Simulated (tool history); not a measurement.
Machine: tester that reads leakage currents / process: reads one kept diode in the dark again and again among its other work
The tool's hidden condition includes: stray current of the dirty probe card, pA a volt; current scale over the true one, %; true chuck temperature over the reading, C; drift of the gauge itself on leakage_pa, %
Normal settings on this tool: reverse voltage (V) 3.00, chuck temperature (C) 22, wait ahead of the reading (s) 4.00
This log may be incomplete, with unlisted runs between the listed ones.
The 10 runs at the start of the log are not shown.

run	day	reverse voltage (V)	chuck temperature (C)	wait ahead of the reading (s)	hours of work since the probe card was cleaned	hours of work since the tester was calibrated	hours of work since the chuck was calibrated	current that the tester gives (pA)
11	46.329	3.00	22	4.00	849	1834	128	36.74
12	52.112	3.00	22	4.00	920	1905	199	36.46
13	56.762	3.24	22	4.00	977	1962	256	38.38
14	61.942	3.24	22	4.00	1040	2026	319	38.18
# day 63.767: probe card cleaned and baked
15	66.275	3.24	22	4.00	31	2077	371	30.41
16	69.375	3.00	40	4.00	69	2115	409	121.07
17	74.375	3.00	22	4.00	130	2177	471	29.17
18	77.346	3.00	22	4.00	167	2213	507	29.08
19	83.446	3.00	22	4.00	242	2288	582	29.01
20	87.575	3.00	22	0.82	292	2339	633	29.34
# day 88.979: chuck's temperature calibrated
21	91.600	3.00	40	0.75	341	2387	32	133.84
22	96.625	2.40	46	0.75	402	2449	94	183.61
23	100.950	2.40	46	0.75	455	2502	147	181.00
24	105.742	2.15	54	4.00	514	2561	206	294.35
25	108.521	3.66	23	4.94	548	2595	240	40.40
26	113.912	3.00	32	4.00	614	2661	306	71.09
27	117.183	3.00	32	4.00	655	2701	346	70.44
28	121.525	3.07	23	0.59	708	2754	399	37.23
29	124.842	3.67	35	7.67	749	2795	440	96.73
30	127.892	1.03	34	1.19	786	2832	478	46.07
31	132.046	2.30	34	2.30	837	2883	529	69.31
32	135.350	1.30	21	2.06	877	2924	569	19.41
33	137.975	1.30	21	2.06	910	2956	601	19.34

Run 34 has not been measured yet. What should we expect?
# day 141.454: chuck's temperature calibrated
34	144.200	4.05	30	4.56	985	3032	34	?

Run 34 yielded current that the tester gives (pA) 79.67.
Without the tool's hidden state the same run would have given current that the tester gives (pA) 70.63.
